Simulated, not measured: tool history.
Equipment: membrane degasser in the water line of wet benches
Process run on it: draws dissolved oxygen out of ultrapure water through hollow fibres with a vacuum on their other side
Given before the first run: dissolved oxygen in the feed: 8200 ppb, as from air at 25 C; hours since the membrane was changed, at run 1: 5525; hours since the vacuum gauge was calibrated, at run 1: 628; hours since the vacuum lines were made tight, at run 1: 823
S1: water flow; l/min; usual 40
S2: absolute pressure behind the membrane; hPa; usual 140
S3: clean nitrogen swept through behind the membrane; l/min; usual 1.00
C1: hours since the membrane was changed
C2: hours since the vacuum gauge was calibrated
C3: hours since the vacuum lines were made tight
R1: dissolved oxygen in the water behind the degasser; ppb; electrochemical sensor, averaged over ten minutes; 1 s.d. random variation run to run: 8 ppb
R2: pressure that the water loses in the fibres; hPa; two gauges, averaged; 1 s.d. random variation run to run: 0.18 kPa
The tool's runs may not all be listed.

Run 1, hour 0.0: usual settings; C1 5525; C2 628; C3 823. Result: R1 998.4 ppb, R2 320.9 hPa.
Run 2, hour 79.5: usual settings; C1 5604; C2 708; C3 903. Result: R1 994.9 ppb, R2 325.2 hPa.
Run 3, hour 158.8: usual settings but S2 84 hPa; C1 5684; C2 787; C3 982. Result: R1 623.5 ppb, R2 326.0 hPa.
Run 4, hour 259.4: usual settings but S2 84 hPa; C1 5784; C2 888; C3 1083. Result: R1 620.4 ppb, R2 325.5 hPa.
Run 5, hour 343.9: usual settings but S2 84 hPa; C1 5869; C2 972; C3 1167. Result: R1 618.2 ppb, R2 325.9 hPa.
Run 6, hour 522.8: usual settings; C1 6048; C2 1151; C3 1346. Result: R1 1005.1 ppb, R2 323.8 hPa.
Run 7, hour 677.5: usual settings but S1 52 l/min; C1 6202; C2 1306; C3 1501. Result: R1 1359.4 ppb, R2 419.3 hPa.
Run 8, hour 781.6: usual settings but S1 51 l/min; C1 6306; C2 1410; C3 1605. Result: R1 1330.0 ppb, R2 412.9 hPa.
Run 9, hour 863.8: usual settings but S1 51 l/min; C1 6389; C2 1492; C3 1687. Result: R1 1312.8 ppb, R2 415.6 hPa.
Run 10, hour 970.4: usual settings but S1 51 l/min; C1 6495; C2 1599; C3 1794. Result: R1 1322.0 ppb, R2 414.9 hPa.
Run 11, hour 1118.6: usual settings but S1 51 l/min, S2 208 hPa; C1 6643; C2 1747; C3 1942. Result: R1 1795.7 ppb, R2 414.2 hPa.
Run 12, hour 1294.5: usual settings but S1 51 l/min, S2 208 hPa; C1 6819; C2 1923; C3 2118. Result: R1 1806.1 ppb, R2 413.8 hPa.
Run 13, hour 1406.1: usual settings but S3 0.58 l/min; C1 6931; C2 2034; C3 2229. Result: R1 1358.2 ppb, R2 326.2 hPa.
Run 14, hour 1586.7: usual settings but S3 2.71 l/min; C1 7112; C2 2215; C3 2410. Result: R1 583.8 ppb, R2 326.4 hPa.
At hour 1596.3: vacuum gauge calibrated.
Run 15, hour 1753.8: usual settings but S3 1.73 l/min; C1 7278; C2 157; C3 2576. Result: R1 740.8 ppb, R2 327.1 hPa.
Run 16, hour 1838.4: usual settings but S3 1.73 l/min; C1 7363; C2 242; C3 2661. Result: R1 748.6 ppb, R2 328.2 hPa.
Run 17, hour 1951.3: usual settings but S1 64 l/min, S2 187 hPa, S3 1.73 l/min; C1 7476; C2 355; C3 2774. Result: R1 1654.1 ppb, R2 523.1 hPa.
At hour 2021.7: vacuum gauge calibrated, once more.
Run 18, hour 2066.2: usual settings but S2 187 hPa, S3 1.73 l/min; C1 7590; C2 45; C3 2888. Result: R1 941.0 ppb, R2 327.1 hPa.
Run 19, hour 2165.2: usual settings but S1 29 l/min, S2 121 hPa; C1 7689; C2 144; C3 2987. Result: R1 587.5 ppb, R2 235.4 hPa.
Run 20, hour 2283.0: usual settings but S3 1.03 l/min; C1 7807; C2 261; C3 3105. Result: R1 973.0 ppb, R2 329.1 hPa.
Run 21, hour 2457.4: usual settings but S1 29 l/min, S2 210 hPa, S3 0.42 l/min; C1 7981; C2 436; C3 3280. Result: R1 1854.5 ppb, R2 239.0 hPa.
Run 22, hour 2575.6: usual settings but S1 29 l/min, S2 179 hPa, S3 0.42 l/min; C1 8099; C2 554; C3 3398. Result: R1 1557.9 ppb, R2 235.0 hPa.
Run 23, hour 2711.7: usual settings but S1 26 l/min, S2 129 hPa; C1 8236; C2 690; C3 3534. Result: R1 567.8 ppb, R2 216.0 hPa.
Run 24, hour 2844.0: usual settings but S1 26 l/min, S2 129 hPa; C1 8368; C2 822; C3 3666. Result: R1 578.0 ppb, R2 211.4 hPa.
Run 25, hour 3007.8: usual settings but S1 31 l/min, S2 213 hPa, S3 0.42 l/min; C1 8532; C2 986; C3 3830. Result: R1 1949.3 ppb, R2 255.8 hPa.
Run 26, hour 3123.0: usual settings but S1 31 l/min, S2 213 hPa, S3 0.42 l/min; C1 8647; C2 1101; C3 3945. Result: R1 1959.7 ppb, R2 252.6 hPa.
Run 27, hour 3233.4: usual settings but S1 31 l/min, S2 213 hPa, S3 0.42 l/min; C1 8757; C2 1212; C3 4056. Result: R1 1973.9 ppb, R2 255.4 hPa.
Run 28, hour 3375.8: usual settings but S1 29 l/min, S2 206 hPa, S3 0.73 l/min; C1 8900; C2 1354; C3 4198. Result: R1 1282.5 ppb, R2 240.2 hPa.
Run 29, hour 3531.8: usual settings but S1 56 l/min, S2 191 hPa, S3 1.02 l/min; C1 9056; C2 1510; C3 4354. Result: R1 1816.9 ppb, R2 463.0 hPa.
Run 30, hour 3623.1: usual settings but S1 28 l/min; C1 9147; C2 1601; C3 4445. Result: R1 671.5 ppb, R2 231.2 hPa.
Run 31, hour 3716.2: usual settings but S1 44 l/min, S3 2.06 l/min; C1 9240; C2 1694; C3 4538. Result: R1 776.3 ppb, R2 364.9 hPa.

Predict each of these 4 candidate next runs independently; none follows another, all start after run 31:
Run A, hour 3880.0: usual settings but S1 36 l/min, S3 0.88 l/min; C1 9404; C2 1858; C3 4702. Result: R1 ?, R2 ?.
Run B, hour 3880.0: usual settings but S1 36 l/min, S3 2.06 l/min; C1 9404; C2 1858; C3 4702. Result: R1 ?, R2 ?.
Run C, hour 3880.0: usual settings but S1 35 l/min, S2 299 hPa, S3 2.97 l/min; C1 9404; C2 1858; C3 4702. Result: R1 ?, R2 ?.
Run D, hour 3880.0: usual settings but S2 162 hPa; C1 9404; C2 1858; C3 4702. Result: R1 ?, R2 ?.

run      R1     R2
  A   970.7  297.4
  B   578.9  298.6
  C   839.9  288.7
  D  1159.6  332.0
Without the tool's hidden state the same runs would have given:
run      R1     R2
  A   934.5  280.2
  B   540.5  281.4
  C   804.1  272.0
  D  1116.0  312.8

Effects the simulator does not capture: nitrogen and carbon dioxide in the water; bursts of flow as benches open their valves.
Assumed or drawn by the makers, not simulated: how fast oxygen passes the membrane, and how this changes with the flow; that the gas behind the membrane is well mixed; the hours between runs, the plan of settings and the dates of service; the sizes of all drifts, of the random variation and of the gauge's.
